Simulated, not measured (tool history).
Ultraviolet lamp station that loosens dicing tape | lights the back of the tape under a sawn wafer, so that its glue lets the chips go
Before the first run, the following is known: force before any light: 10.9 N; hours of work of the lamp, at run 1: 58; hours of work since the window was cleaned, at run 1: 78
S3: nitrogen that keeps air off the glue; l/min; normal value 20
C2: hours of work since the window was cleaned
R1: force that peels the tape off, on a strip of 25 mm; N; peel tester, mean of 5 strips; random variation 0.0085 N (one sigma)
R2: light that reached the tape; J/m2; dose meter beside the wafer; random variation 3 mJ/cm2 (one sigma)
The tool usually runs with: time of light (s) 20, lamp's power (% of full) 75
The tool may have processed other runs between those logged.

run 1 hour=0.0 | time_of_light_(s)=20 lamp's_power_(%_of_full)=75 S3=20 | hours_of_work_of_the_lamp=58 C2=78 | R1=0.342 R2=4660
run 2 hour=12.1 | time_of_light_(s)=20 lamp's_power_(%_of_full)=75 S3=20 | hours_of_work_of_the_lamp=65 C2=85 | R1=0.349 R2=4550
run 3 hour=27.8 | time_of_light_(s)=20 lamp's_power_(%_of_full)=75 S3=20 | hours_of_work_of_the_lamp=74 C2=95 | R1=0.345 R2=4660
run 4 hour=51.5 | time_of_light_(s)=20 lamp's_power_(%_of_full)=75 S3=20 | hours_of_work_of_the_lamp=88 C2=109 | R1=0.331 R2=4640
run 5 hour=67.0 | time_of_light_(s)=20 lamp's_power_(%_of_full)=75 S3=20 | hours_of_work_of_the_lamp=97 C2=118 | R1=0.350 R2=4620
run 6 hour=93.6 | time_of_light_(s)=20 lamp's_power_(%_of_full)=75 S3=20 | hours_of_work_of_the_lamp=113 C2=134 | R1=0.342 R2=4610
run 7 hour=114.0 | time_of_light_(s)=20 lamp's_power_(%_of_full)=75 S3=20 | hours_of_work_of_the_lamp=125 C2=146 | R1=0.347 R2=4580
run 8 hour=139.0 | time_of_light_(s)=20 lamp's_power_(%_of_full)=75 S3=7 | hours_of_work_of_the_lamp=140 C2=160 | R1=0.584 R2=4620
run 9 hour=153.9 | time_of_light_(s)=20 lamp's_power_(%_of_full)=75 S3=7 | hours_of_work_of_the_lamp=149 C2=169 | R1=0.577 R2=4520
run 10 hour=167.3 | time_of_light_(s)=20 lamp's_power_(%_of_full)=75 S3=7 | hours_of_work_of_the_lamp=156 C2=177 | R1=0.556 R2=4600
run 11 hour=192.7 | time_of_light_(s)=20 lamp's_power_(%_of_full)=75 S3=20 | hours_of_work_of_the_lamp=171 C2=192 | R1=0.339 R2=4590
run 12 hour=207.3 | time_of_light_(s)=20 lamp's_power_(%_of_full)=75 S3=20 | hours_of_work_of_the_lamp=180 C2=201 | R1=0.325 R2=4550
run 13 hour=223.5 | time_of_light_(s)=20 lamp's_power_(%_of_full)=75 S3=20 | hours_of_work_of_the_lamp=190 C2=210 | R1=0.341 R2=4540
run 14 hour=246.2 | time_of_light_(s)=20 lamp's_power_(%_of_full)=75 S3=20 | hours_of_work_of_the_lamp=203 C2=224 | R1=0.347 R2=4570
run 15 hour=259.2 | time_of_light_(s)=20 lamp's_power_(%_of_full)=75 S3=20 | hours_of_work_of_the_lamp=211 C2=231 | R1=0.353 R2=4600
run 16 hour=280.2 | time_of_light_(s)=13 lamp's_power_(%_of_full)=75 S3=20 | hours_of_work_of_the_lamp=223 C2=244 | R1=0.912 R2=3010
run 17 hour=298.9 | time_of_light_(s)=20 lamp's_power_(%_of_full)=75 S3=20 | hours_of_work_of_the_lamp=234 C2=255 | R1=0.340 R2=4580
run 18 hour=312.2 | time_of_light_(s)=20 lamp's_power_(%_of_full)=75 S3=20 | hours_of_work_of_the_lamp=242 C2=263 | R1=0.332 R2=4590
run 19 hour=330.7 | time_of_light_(s)=20 lamp's_power_(%_of_full)=75 S3=20 | hours_of_work_of_the_lamp=253 C2=273 | R1=0.343 R2=4580
run 20 hour=345.1 | time_of_light_(s)=20 lamp's_power_(%_of_full)=75 S3=20 | hours_of_work_of_the_lamp=261 C2=282 | R1=0.331 R2=4560
run 21 hour=366.3 | time_of_light_(s)=20 lamp's_power_(%_of_full)=75 S3=20 | hours_of_work_of_the_lamp=274 C2=294 | R1=0.346 R2=4580
run 22 hour=393.3 | time_of_light_(s)=17 lamp's_power_(%_of_full)=75 S3=28 | hours_of_work_of_the_lamp=290 C2=310 | R1=0.425 R2=3870
run 23 hour=411.1 | time_of_light_(s)=17 lamp's_power_(%_of_full)=75 S3=28 | hours_of_work_of_the_lamp=300 C2=321 | R1=0.450 R2=3890
run 24 hour=423.5 | time_of_light_(s)=36 lamp's_power_(%_of_full)=69 S3=11 | hours_of_work_of_the_lamp=308 C2=328 | R1=0.184 R2=7570
run 25 hour=448.0 | time_of_light_(s)=13 lamp's_power_(%_of_full)=75 S3=6 | hours_of_work_of_the_lamp=322 C2=343 | R1=1.539 R2=2960
run 26 hour=463.2 | time_of_light_(s)=14 lamp's_power_(%_of_full)=71 S3=11 | hours_of_work_of_the_lamp=331 C2=352 | R1=1.135 R2=3040
run 27 hour=478.6 | time_of_light_(s)=22 lamp's_power_(%_of_full)=100 S3=27 | hours_of_work_of_the_lamp=340 C2=361 | R1=0.180 R2=6810
run 28 hour=497.7 | time_of_light_(s)=22 lamp's_power_(%_of_full)=100 S3=27 | hours_of_work_of_the_lamp=351 C2=372 | R1=0.177 R2=6710
run 29 hour=520.0 | time_of_light_(s)=24 lamp's_power_(%_of_full)=100 S3=6 | hours_of_work_of_the_lamp=365 C2=385 | R1=0.208 R2=7380
run 30 hour=543.9 | time_of_light_(s)=24 lamp's_power_(%_of_full)=100 S3=6 | hours_of_work_of_the_lamp=379 C2=399 | R1=0.219 R2=7310
run 31 hour=560.2 | time_of_light_(s)=24 lamp's_power_(%_of_full)=100 S3=6 | hours_of_work_of_the_lamp=388 C2=409 | R1=0.214 R2=7410
run 32 hour=574.4 | time_of_light_(s)=24 lamp's_power_(%_of_full)=100 S3=6 | hours_of_work_of_the_lamp=397 C2=417 | R1=0.226 R2=7300
run 33 hour=600.8 | time_of_light_(s)=23 lamp's_power_(%_of_full)=81 S3=15 | hours_of_work_of_the_lamp=412 C2=433 | R1=0.254 R2=5630
run 34 hour=611.7 | time_of_light_(s)=11 lamp's_power_(%_of_full)=73 S3=20 | hours_of_work_of_the_lamp=419 C2=439 | R1=1.388 R2=2420
run 35 hour=634.8 | time_of_light_(s)=11 lamp's_power_(%_of_full)=73 S3=20 | hours_of_work_of_the_lamp=432 C2=453 | R1=1.350 R2=2430

4 ways to go on from here, each from the tool as it stands after run 35. What would each give?
run A hour=650.6 | time_of_light_(s)=20 lamp's_power_(%_of_full)=82 S3=20 | hours_of_work_of_the_lamp=442 C2=462 | R1=? R2=?
run B hour=650.6 | time_of_light_(s)=11 lamp's_power_(%_of_full)=77 S3=31 | hours_of_work_of_the_lamp=442 C2=462 | R1=? R2=?
run C hour=650.6 | time_of_light_(s)=11 lamp's_power_(%_of_full)=61 S3=20 | hours_of_work_of_the_lamp=442 C2=462 | R1=? R2=?
run D hour=650.6 | time_of_light_(s)=16 lamp's_power_(%_of_full)=88 S3=20 | hours_of_work_of_the_lamp=442 C2=462 | R1=? R2=?

run=A R1=0.279 R2=5020
run=B R1=1.068 R2=2600
run=C R1=1.934 R2=2080
run=D R1=0.384 R2=4300
Without the tool's unlogged condition, the same runs would have read:
run=A R1=0.279 R2=5020
run=B R1=1.067 R2=2600
run=C R1=1.932 R2=2080
run=D R1=0.384 R2=4310
